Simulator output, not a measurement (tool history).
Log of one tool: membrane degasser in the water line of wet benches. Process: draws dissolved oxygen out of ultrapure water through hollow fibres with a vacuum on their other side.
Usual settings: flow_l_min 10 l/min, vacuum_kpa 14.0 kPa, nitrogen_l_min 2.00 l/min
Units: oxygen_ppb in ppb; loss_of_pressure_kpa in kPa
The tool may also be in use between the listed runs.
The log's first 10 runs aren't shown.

run 11 day=79.525 | flow_l_min=10 vacuum_kpa=14.0 nitrogen_l_min=2.00 | oxygen_ppb=178.7 loss_of_pressure_kpa=31.04
run 12 day=89.875 | flow_l_min=10 vacuum_kpa=14.0 nitrogen_l_min=2.00 | oxygen_ppb=178.2 loss_of_pressure_kpa=31.22
run 13 day=99.308 | flow_l_min=10 vacuum_kpa=14.0 nitrogen_l_min=2.00 | oxygen_ppb=177.5 loss_of_pressure_kpa=31.10
run 14 day=105.362 | flow_l_min=10 vacuum_kpa=14.0 nitrogen_l_min=2.00 | oxygen_ppb=178.3 loss_of_pressure_kpa=30.98
run 15 day=114.567 | flow_l_min=10 vacuum_kpa=14.0 nitrogen_l_min=3.80 | oxygen_ppb=117.5 loss_of_pressure_kpa=31.23
run 16 day=120.938 | flow_l_min=10 vacuum_kpa=14.0 nitrogen_l_min=3.80 | oxygen_ppb=117.1 loss_of_pressure_kpa=31.08
run 17 day=131.204 | flow_l_min=13 vacuum_kpa=11.6 nitrogen_l_min=4.03 | oxygen_ppb=167.2 loss_of_pressure_kpa=40.41
run 18 day=137.579 | flow_l_min=7 vacuum_kpa=14.4 nitrogen_l_min=2.26 | oxygen_ppb=103.2 loss_of_pressure_kpa=21.69
-- day=147.208 vacuum gauge calibrated
run 19 day=147.638 | flow_l_min=7 vacuum_kpa=24.8 nitrogen_l_min=2.22 | oxygen_ppb=185.5 loss_of_pressure_kpa=21.91
run 20 day=154.329 | flow_l_min=7 vacuum_kpa=24.8 nitrogen_l_min=2.22 | oxygen_ppb=186.0 loss_of_pressure_kpa=21.62
run 21 day=163.500 | flow_l_min=16 vacuum_kpa=14.0 nitrogen_l_min=2.00 | oxygen_ppb=366.4 loss_of_pressure_kpa=49.84

Run 22 comes next. What will it give?
run 22 day=168.779 | flow_l_min=15 vacuum_kpa=9.6 nitrogen_l_min=2.00 | oxygen_ppb=? loss_of_pressure_kpa=?

{"run 22": {"oxygen_ppb": 255.6, "loss_of_pressure_kpa": 46.76}}
Without the tool's hidden state the same run would have given oxygen_ppb 236.4 ppb, loss_of_pressure_kpa 45.32 kPa.
